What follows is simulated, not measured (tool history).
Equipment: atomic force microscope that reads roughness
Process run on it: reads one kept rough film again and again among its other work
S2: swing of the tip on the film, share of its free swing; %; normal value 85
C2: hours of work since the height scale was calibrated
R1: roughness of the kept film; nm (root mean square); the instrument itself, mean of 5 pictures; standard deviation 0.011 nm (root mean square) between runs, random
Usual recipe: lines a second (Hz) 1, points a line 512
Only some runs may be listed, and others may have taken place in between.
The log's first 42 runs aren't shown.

Run 43, hour 873.4: usual settings but lines a second (Hz) 0.53, points a line 386; pictures with this tip 136; C2 158. Result: R1 2.508 nm (root mean square).
Run 44, hour 889.2: usual settings but lines a second (Hz) 2.92, S2 82 %, points a line 378; pictures with this tip 160; C2 165. Result: R1 2.054 nm (root mean square).
Run 45, hour 915.5: usual settings but lines a second (Hz) 2.92, S2 73 %, points a line 481; pictures with this tip 200; C2 177. Result: R1 2.192 nm (root mean square).
At hour 932.2: new tip fitted.
Run 46, hour 937.7: usual settings but lines a second (Hz) 2.92, S2 82 %, points a line 481; pictures with this tip 9; C2 187. Result: R1 2.275 nm (root mean square).
Run 47, hour 961.8: usual settings but lines a second (Hz) 2.97, S2 82 %, points a line 300; pictures with this tip 46; C2 198. Result: R1 2.195 nm (root mean square).
Run 48, hour 985.7: usual settings but lines a second (Hz) 0.81, S2 69 %; pictures with this tip 82; C2 208. Result: R1 2.636 nm (root mean square).
Run 49, hour 1002.6: usual settings but lines a second (Hz) 0.81, S2 69 %, points a line 315; pictures with this tip 108; C2 216. Result: R1 2.588 nm (root mean square).
Run 50, hour 1025.3: usual settings but lines a second (Hz) 2.77, S2 71 %, points a line 257; pictures with this tip 143; C2 226. Result: R1 2.282 nm (root mean square).
Run 51, hour 1043: usual settings but lines a second (Hz) 2.77, S2 71 %, points a line 257; pictures with this tip 170; C2 234. Result: R1 2.265 nm (root mean square).

Alternative continuations, all from the tool just after run 51; predict every row:
Run A, hour 1068.2: usual settings but lines a second (Hz) 0.58, points a line 548; pictures with this tip 209; C2 245. Result: R1 ?.
Run B, hour 1068.2: usual settings but lines a second (Hz) 0.62, S2 69 %; pictures with this tip 209; C2 245. Result: R1 ?.
Run C, hour 1068.2: usual settings but lines a second (Hz) 2.77, S2 66 %, points a line 257; pictures with this tip 209; C2 245. Result: R1 ?.
Run D, hour 1068.2: usual settings but lines a second (Hz) 2.74, S2 70 %, points a line 829; pictures with this tip 209; C2 245. Result: R1 ?.
Run E, hour 1068.2: usual settings but lines a second (Hz) 1.19; pictures with this tip 209; C2 245. Result: R1 ?.

run     R1
  A  2.403
  B  2.498
  C  2.271
  D  2.261
  E  2.275
Take away the tool's hidden state, keep each run's random variation, and the runs would have read:
run     R1
  A  2.719
  B  2.826
  C  2.569
  D  2.557
  E  2.573
